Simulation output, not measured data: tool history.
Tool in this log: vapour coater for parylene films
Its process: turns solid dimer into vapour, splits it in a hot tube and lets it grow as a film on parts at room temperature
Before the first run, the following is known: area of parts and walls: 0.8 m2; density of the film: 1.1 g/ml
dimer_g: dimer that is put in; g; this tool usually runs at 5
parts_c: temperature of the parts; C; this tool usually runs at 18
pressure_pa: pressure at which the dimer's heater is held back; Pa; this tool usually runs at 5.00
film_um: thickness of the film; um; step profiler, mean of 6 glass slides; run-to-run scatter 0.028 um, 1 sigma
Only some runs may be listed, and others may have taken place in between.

Run 1, hour 0.0: usual settings. Result: film_um 2.66 um.
Run 2, hour 48.3: usual settings. Result: film_um 2.64 um.
Run 3, hour 84.6: usual settings. Result: film_um 2.59 um.
Run 4, hour 148.8: usual settings. Result: film_um 2.53 um.
Run 5, hour 212.8: usual settings. Result: film_um 2.52 um.
Run 6, hour 243.9: usual settings. Result: film_um 2.51 um.
Run 7, hour 296.3: usual settings but dimer_g 2 g. Result: film_um 0.98 um.
Run 8, hour 331.3: usual settings but dimer_g 2 g. Result: film_um 0.98 um.
Run 9, hour 378.5: usual settings but dimer_g 2 g. Result: film_um 1.00 um.
Run 10, hour 420.6: usual settings but dimer_g 2 g. Result: film_um 0.96 um.
Run 11, hour 452.1: usual settings but dimer_g 2 g. Result: film_um 0.92 um.
Run 12, hour 517.3: usual settings but dimer_g 4 g. Result: film_um 1.88 um.
Run 13, hour 568.6: usual settings but dimer_g 4 g. Result: film_um 1.85 um.
At hour 622.5: trap's valve overhauled.
Run 14, hour 627.9: usual settings but dimer_g 4 g. Result: film_um 2.12 um.
Run 15, hour 681.8: usual settings but dimer_g 4 g. Result: film_um 2.11 um.
Run 16, hour 728.8: usual settings but dimer_g 4 g. Result: film_um 2.07 um.
Run 17, hour 783.9: usual settings but dimer_g 4 g. Result: film_um 2.01 um.
Run 18, hour 834.9: usual settings. Result: film_um 2.52 um.
Run 19, hour 878.0: usual settings. Result: film_um 2.50 um.
Run 20, hour 929.7: usual settings. Result: film_um 2.50 um.
At hour 954.0: table's thermometer calibrated.
Run 21, hour 973.3: usual settings. Result: film_um 2.51 um.
Run 22, hour 1024.0: usual settings. Result: film_um 2.49 um.
Run 23, hour 1083.8: usual settings. Result: film_um 2.43 um.
Run 24, hour 1127.1: usual settings. Result: film_um 2.43 um.
Run 25, hour 1186.9: usual settings but dimer_g 7 g, parts_c 21 C, pressure_pa 2.15 Pa. Result: film_um 3.51 um.
Run 26, hour 1245.6: usual settings but dimer_g 2 g, parts_c 12 C, pressure_pa 2.15 Pa. Result: film_um 1.24 um.
At hour 1320.7: trap's valve overhauled.
Run 27, hour 1320.7: usual settings but dimer_g 2 g, parts_c 29 C, pressure_pa 7.12 Pa. Result: film_um 0.77 um.
Run 28, hour 1357.8: usual settings but parts_c 13 C, pressure_pa 6.14 Pa. Result: film_um 2.94 um.
Run 29, hour 1390.1: usual settings but dimer_g 9 g, parts_c 12 C, pressure_pa 3.78 Pa. Result: film_um 5.69 um.
Run 30, hour 1448.3: usual settings but dimer_g 4 g, parts_c 11 C, pressure_pa 3.78 Pa. Result: film_um 2.61 um.
Run 31, hour 1496.2: usual settings but dimer_g 4 g, parts_c 11 C, pressure_pa 3.78 Pa. Result: film_um 2.52 um.
Run 32, hour 1527.6: usual settings but dimer_g 7 g. Result: film_um 3.64 um.
Run 33, hour 1599.5: usual settings but dimer_g 7 g. Result: film_um 3.50 um.
Run 34, hour 1671.5: usual settings but dimer_g 9 g. Result: film_um 4.48 um.
Run 35, hour 1725.9: usual settings but parts_c 13 C, pressure_pa 6.66 Pa. Result: film_um 2.66 um.
Run 36, hour 1786.7: usual settings but parts_c 17 C, pressure_pa 6.66 Pa. Result: film_um 2.42 um.
Run 37, hour 1821.9: usual settings but dimer_g 2 g, parts_c 14 C, pressure_pa 4.01 Pa. Result: film_um 1.07 um.
Run 38, hour 1877.3: usual settings but dimer_g 3 g, parts_c 14 C, pressure_pa 2.02 Pa. Result: film_um 1.74 um.
Run 39, hour 1935.5: usual settings but dimer_g 3 g, parts_c 14 C, pressure_pa 2.02 Pa. Result: film_um 1.75 um.
Run 40, hour 1992.3: usual settings but dimer_g 4 g, parts_c 21 C, pressure_pa 6.09 Pa. Result: film_um 1.69 um.
At hour 2020.3: trap's valve overhauled.
Run 41, hour 2061.3: usual settings but dimer_g 2 g, parts_c 28 C, pressure_pa 6.09 Pa. Result: film_um 0.81 um.
Run 42, hour 2129.9: usual settings but dimer_g 2 g, parts_c 28 C, pressure_pa 6.09 Pa. Result: film_um 0.79 um.
Run 43, hour 2179.6: usual settings but dimer_g 8 g, pressure_pa 5.65 Pa. Result: film_um 4.12 um.
Run 44, hour 2246.3: usual settings but parts_c 29 C. Result: film_um 1.92 um.
Run 45, hour 2303.9: usual settings but dimer_g 8 g, parts_c 27 C, pressure_pa 2.33 Pa. Result: film_um 3.66 um.
Run 46, hour 2375.4: usual settings but parts_c 12 C, pressure_pa 6.86 Pa. Result: film_um 2.76 um.

Predict each of these 3 candidate next runs independently; none follows another, all start after run 46:
Run A, hour 2421.7: usual settings but dimer_g 6 g, parts_c 13 C. Result: film_um ?.
Run B, hour 2421.7: usual settings but parts_c 28 C, pressure_pa 4.43 Pa. Result: film_um ?.
Run C, hour 2421.7: usual settings but parts_c 22 C. Result: film_um ?.

run  film_um
  A     3.29
  B     1.95
  C     2.21
With no hidden state in the tool, these same runs would have given:
run  film_um
  A     3.60
  B     2.13
  C     2.41
